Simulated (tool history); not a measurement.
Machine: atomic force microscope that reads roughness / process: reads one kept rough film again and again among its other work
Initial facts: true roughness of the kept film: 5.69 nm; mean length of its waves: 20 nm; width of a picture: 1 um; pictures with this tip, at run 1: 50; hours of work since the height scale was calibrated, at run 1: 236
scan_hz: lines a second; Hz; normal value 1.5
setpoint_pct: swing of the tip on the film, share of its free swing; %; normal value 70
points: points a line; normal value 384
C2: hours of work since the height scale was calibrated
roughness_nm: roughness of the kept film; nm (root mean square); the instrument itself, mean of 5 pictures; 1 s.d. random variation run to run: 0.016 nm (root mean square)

Run 1, hour 0: usual settings; pictures with this tip 50; C2 236. Result: roughness_nm 3.451 nm (root mean square).
Run 2, hour 12.7: usual settings; pictures with this tip 64; C2 243. Result: roughness_nm 3.345 nm (root mean square).
Run 3, hour 25: usual settings but points 667; pictures with this tip 79; C2 249. Result: roughness_nm 3.306 nm (root mean square).
Run 4, hour 33.7: usual settings but setpoint_pct 72 %; pictures with this tip 88; C2 254. Result: roughness_nm 3.22 nm (root mean square).
Run 5, hour 44.8: usual settings; pictures with this tip 101; C2 260. Result: roughness_nm 3.159 nm (root mean square).
Run 6, hour 55.5: usual settings but scan_hz 2.35 Hz; pictures with this tip 113; C2 266. Result: roughness_nm 3.028 nm (root mean square).
Run 7, hour 70.3: usual settings but scan_hz 2.35 Hz; pictures with this tip 130; C2 274. Result: roughness_nm 2.923 nm (root mean square).
Run 8, hour 82.2: usual settings but scan_hz 2.35 Hz; pictures with this tip 144; C2 280. Result: roughness_nm 2.854 nm (root mean square).
Run 9, hour 93.8: usual settings but setpoint_pct 56 %; pictures with this tip 157; C2 286. Result: roughness_nm 2.971 nm (root mean square).
Run 10, hour 109.1: usual settings but setpoint_pct 56 %; pictures with this tip 175; C2 295. Result: roughness_nm 2.879 nm (root mean square).
Run 11, hour 124.5: usual settings but setpoint_pct 86 %; pictures with this tip 192; C2 303. Result: roughness_nm 2.567 nm (root mean square).
Run 12, hour 132.6: usual settings but setpoint_pct 86 %; pictures with this tip 202; C2 307. Result: roughness_nm 2.524 nm (root mean square).
Run 13, hour 144.7: usual settings; pictures with this tip 216; C2 314. Result: roughness_nm 2.641 nm (root mean square).
Run 14, hour 151.4: usual settings; pictures with this tip 223; C2 317. Result: roughness_nm 2.621 nm (root mean square).
Run 15, hour 164.7: usual settings but points 984; pictures with this tip 238; C2 325. Result: roughness_nm 2.584 nm (root mean square).
Run 16, hour 171.7: usual settings but scan_hz 3.11 Hz; pictures with this tip 246; C2 328. Result: roughness_nm 2.406 nm (root mean square).
Run 17, hour 182.9: usual settings but scan_hz 3.11 Hz; pictures with this tip 259; C2 334. Result: roughness_nm 2.386 nm (root mean square).
Run 18, hour 193.6: usual settings but scan_hz 3.11 Hz; pictures with this tip 272; C2 340. Result: roughness_nm 2.333 nm (root mean square).
Run 19, hour 208.8: usual settings but scan_hz 0.9 Hz; pictures with this tip 289; C2 348. Result: roughness_nm 2.474 nm (root mean square).
Run 20, hour 216: usual settings but points 274; pictures with this tip 297; C2 352. Result: roughness_nm 2.344 nm (root mean square).
Run 21, hour 226.6: usual settings but points 274; pictures with this tip 309; C2 358. Result: roughness_nm 2.305 nm (root mean square).
Run 22, hour 240.6: usual settings but points 274; pictures with this tip 325; C2 365. Result: roughness_nm 2.277 nm (root mean square).
At hour 247.6: new tip fitted.
Run 23, hour 256.7: usual settings but setpoint_pct 84 %, points 274; pictures with this tip 10; C2 374. Result: roughness_nm 3.451 nm (root mean square).
Run 24, hour 269.2: usual settings but setpoint_pct 84 %, points 274; pictures with this tip 25; C2 381. Result: roughness_nm 3.342 nm (root mean square).
Run 25, hour 276.2: usual settings but scan_hz 0.79 Hz, setpoint_pct 84 %, points 728; pictures with this tip 33; C2 384. Result: roughness_nm 3.527 nm (root mean square).
Run 26, hour 290.6: usual settings but scan_hz 0.79 Hz, setpoint_pct 84 %, points 728; pictures with this tip 49; C2 392. Result: roughness_nm 3.474 nm (root mean square).
Run 27, hour 304.4: usual settings but scan_hz 0.55 Hz, setpoint_pct 75 %, points 559; pictures with this tip 65; C2 400. Result: roughness_nm 3.457 nm (root mean square).
Run 28, hour 312.1: usual settings but scan_hz 0.55 Hz, setpoint_pct 75 %, points 559; pictures with this tip 74; C2 404. Result: roughness_nm 3.395 nm (root mean square).
Run 29, hour 325.1: usual settings but scan_hz 0.74 Hz, setpoint_pct 68 %, points 976; pictures with this tip 89; C2 411. Result: roughness_nm 3.291 nm (root mean square).
Run 30, hour 338.2: usual settings but setpoint_pct 69 %, points 444; pictures with this tip 104; C2 418. Result: roughness_nm 3.101 nm (root mean square).
Run 31, hour 353.1: usual settings but scan_hz 3.46 Hz, setpoint_pct 69 %, points 293; pictures with this tip 121; C2 426. Result: roughness_nm 2.837 nm (root mean square).
Run 32, hour 362.3: usual settings but scan_hz 0.63 Hz, setpoint_pct 58 %; pictures with this tip 131; C2 431. Result: roughness_nm 3.094 nm (root mean square).
Run 33, hour 373.1: usual settings but scan_hz 3.93 Hz, setpoint_pct 73 %, points 747; pictures with this tip 143; C2 437. Result: roughness_nm 2.687 nm (root mean square).
Run 34, hour 382.4: usual settings but setpoint_pct 66 %, points 619; pictures with this tip 154; C2 442. Result: roughness_nm 2.939 nm (root mean square).
Run 35, hour 393.5: usual settings but scan_hz 0.72 Hz, setpoint_pct 83 %; pictures with this tip 167; C2 447. Result: roughness_nm 2.825 nm (root mean square).
Run 36, hour 405: usual settings but scan_hz 2.95 Hz, setpoint_pct 56 %, points 723; pictures with this tip 180; C2 454. Result: roughness_nm 2.805 nm (root mean square).
Run 37, hour 415.3: usual settings but scan_hz 2.18 Hz, setpoint_pct 78 %; pictures with this tip 192; C2 459. Result: roughness_nm 2.55 nm (root mean square).
Run 38, hour 429.2: usual settings but scan_hz 2.18 Hz, setpoint_pct 78 %; pictures with this tip 208; C2 467. Result: roughness_nm 2.483 nm (root mean square).
Run 39, hour 445: usual settings but scan_hz 3.42 Hz, setpoint_pct 78 %, points 867; pictures with this tip 226; C2 475. Result: roughness_nm 2.324 nm (root mean square).
Run 40, hour 452.6: usual settings but scan_hz 0.87 Hz, setpoint_pct 60 %, points 310; pictures with this tip 235; C2 479. Result: roughness_nm 2.645 nm (root mean square).
Run 41, hour 460.7: usual settings but scan_hz 1.27 Hz, points 554; pictures with this tip 244; C2 484. Result: roughness_nm 2.56 nm (root mean square).

Forecast each of these 3 alternatives for the next run:
Run A, hour 469.9: usual settings but scan_hz 0.78 Hz; pictures with this tip 254; C2 489. Result: roughness_nm ?.
Run B, hour 469.9: usual settings but scan_hz 1.27 Hz, setpoint_pct 86 %, points 872; pictures with this tip 254; C2 489. Result: roughness_nm ?.
Run C, hour 469.9: usual settings but scan_hz 1.27 Hz, points 495; pictures with this tip 254; C2 489. Result: roughness_nm ?.

run  roughness_nm
  A         2.524
  B           2.4
  C         2.523
The same runs, with their run-to-run variation unchanged, on a tool lacking any hidden condition would have given:
run  roughness_nm
  A         3.885
  B          3.69
  C          3.88
